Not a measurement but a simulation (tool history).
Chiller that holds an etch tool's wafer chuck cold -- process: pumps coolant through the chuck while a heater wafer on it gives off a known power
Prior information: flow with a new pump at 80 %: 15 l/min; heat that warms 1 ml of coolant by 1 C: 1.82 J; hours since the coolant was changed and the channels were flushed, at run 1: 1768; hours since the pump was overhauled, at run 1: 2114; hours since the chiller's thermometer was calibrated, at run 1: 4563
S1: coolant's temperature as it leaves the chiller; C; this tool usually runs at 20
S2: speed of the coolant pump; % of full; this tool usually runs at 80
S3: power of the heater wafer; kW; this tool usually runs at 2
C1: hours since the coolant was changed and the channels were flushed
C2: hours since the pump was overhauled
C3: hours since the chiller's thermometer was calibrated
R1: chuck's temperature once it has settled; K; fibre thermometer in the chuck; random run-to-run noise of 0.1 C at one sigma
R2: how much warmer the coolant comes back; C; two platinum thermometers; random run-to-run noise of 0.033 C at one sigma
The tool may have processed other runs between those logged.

| run | hour | S1 | S2 | S3 | C1 | C2 | C3 | R1 | R2 |
|---|---|---|---|---|---|---|---|---|---|
| 1 | 0 | 20 | 80 | 2 | 1768 | 2114 | 4563 | 308.05 | 4.65 |
| 2 | 61.3 | 20 | 80 | 1.789 | 1830 | 2176 | 4624 | 306.55 | 4.21 |
| 3 | 103.2 | 20 | 80 | 1.789 | 1872 | 2218 | 4666 | 306.45 | 4.14 |
| 4 | 147.9 | 27 | 80 | 2 | 1916 | 2262 | 4711 | 315.15 | 4.68 |
| 5 | 191.6 | 27 | 80 | 2 | 1960 | 2306 | 4755 | 315.05 | 4.7 |
| 6 | 224.2 | 20 | 71 | 2 | 1993 | 2339 | 4787 | 309.75 | 5.34 |
| 7 | 258.9 | 20 | 71 | 2 | 2027 | 2373 | 4822 | 310.05 | 5.37 |
| 8 | 292.5 | 20 | 80 | 2 | 2061 | 2407 | 4856 | 308.05 | 4.68 |
| 9 | 321 | 20 | 80 | 1.26 | 2089 | 2435 | 4884 | 302.45 | 2.9 |
| 10 | 354.4 | 20 | 80 | 1.26 | 2123 | 2469 | 4918 | 302.55 | 2.99 |
|  | 368.4 | chiller's thermometer calibrated |
| 11 | 390.7 | 20 | 80 | 2 | 2158 | 2504 | 22 | 308.85 | 4.68 |
| 12 | 421.1 | 20 | 80 | 1.244 | 2188 | 2535 | 53 | 303.05 | 2.91 |
| 13 | 472.4 | 20 | 80 | 1.244 | 2240 | 2586 | 104 | 302.95 | 2.9 |
| 14 | 519.6 | 20 | 80 | 1.244 | 2287 | 2633 | 151 | 303.05 | 3 |
| 15 | 580.1 | 20 | 80 | 1.244 | 2347 | 2694 | 212 | 302.95 | 2.97 |
| 16 | 639.3 | 20 | 80 | 1.245 | 2407 | 2753 | 271 | 302.85 | 2.95 |
| 17 | 697.9 | 15 | 60 | 2.02 | 2465 | 2811 | 330 | 308.95 | 6.62 |
| 18 | 750.5 | 15 | 60 | 2.02 | 2518 | 2864 | 382 | 309.05 | 6.54 |
| 19 | 783.6 | 15 | 60 | 2.02 | 2551 | 2897 | 415 | 309.05 | 6.56 |
| 20 | 835.7 | 15 | 60 | 2.02 | 2603 | 2949 | 467 | 309.05 | 6.63 |
| 21 | 872.4 | 15 | 80 | 2 | 2640 | 2986 | 504 | 303.95 | 4.66 |
| 22 | 920.2 | 20 | 62 | 1.602 | 2688 | 3034 | 552 | 309.35 | 5.08 |
| 23 | 948.4 | 17 | 80 | 1.87 | 2716 | 3062 | 580 | 305.15 | 4.51 |
| 24 | 990.1 | 17 | 80 | 1.87 | 2757 | 3104 | 622 | 304.85 | 4.43 |
| 25 | 1038.3 | 18 | 80 | 1.319 | 2806 | 3152 | 670 | 301.75 | 3.11 |
| 26 | 1089.5 | 20 | 84 | 2.477 | 2857 | 3203 | 721 | 312.15 | 5.62 |
| 27 | 1148.7 | 11 | 74 | 2.509 | 2916 | 3262 | 780 | 305.65 | 6.5 |
| 28 | 1200 | 11 | 74 | 2.509 | 2967 | 3313 | 832 | 305.65 | 6.54 |
| 29 | 1230 | 11 | 74 | 2.509 | 2997 | 3343 | 862 | 305.85 | 6.56 |
| 30 | 1260.7 | 25 | 66 | 1.667 | 3028 | 3374 | 892 | 314.25 | 4.95 |
| 31 | 1296.9 | 25 | 73 | 1.377 | 3064 | 3410 | 929 | 310.15 | 3.68 |

Each row is a separate what-if for the run after 31, all from the same tool condition, not one after another. Results?
| A | 1353.3 | 19 | 73 | 1.377 | 3121 | 3467 | 985 | ? | ? |
| B | 1353.3 | 25 | 73 | 2.095 | 3121 | 3467 | 985 | ? | ? |
| C | 1353.3 | 22 | 80 | 1.095 | 3121 | 3467 | 985 | ? | ? |
| D | 1353.3 | 10 | 73 | 1.569 | 3121 | 3467 | 985 | ? | ? |

| run | R1 | R2 |
|---|---|---|
| A | 304.15 | 3.59 |
| B | 316.35 | 5.5 |
| C | 303.85 | 2.61 |
| D | 296.65 | 4.17 |
With the hidden condition removed and each run's random variation left untouched, the same runs would have given:
| run | R1 | R2 |
|---|---|---|
| A | 302.95 | 3.29 |
| B | 314.45 | 5.05 |
| C | 303.05 | 2.4 |
| D | 295.25 | 3.84 |
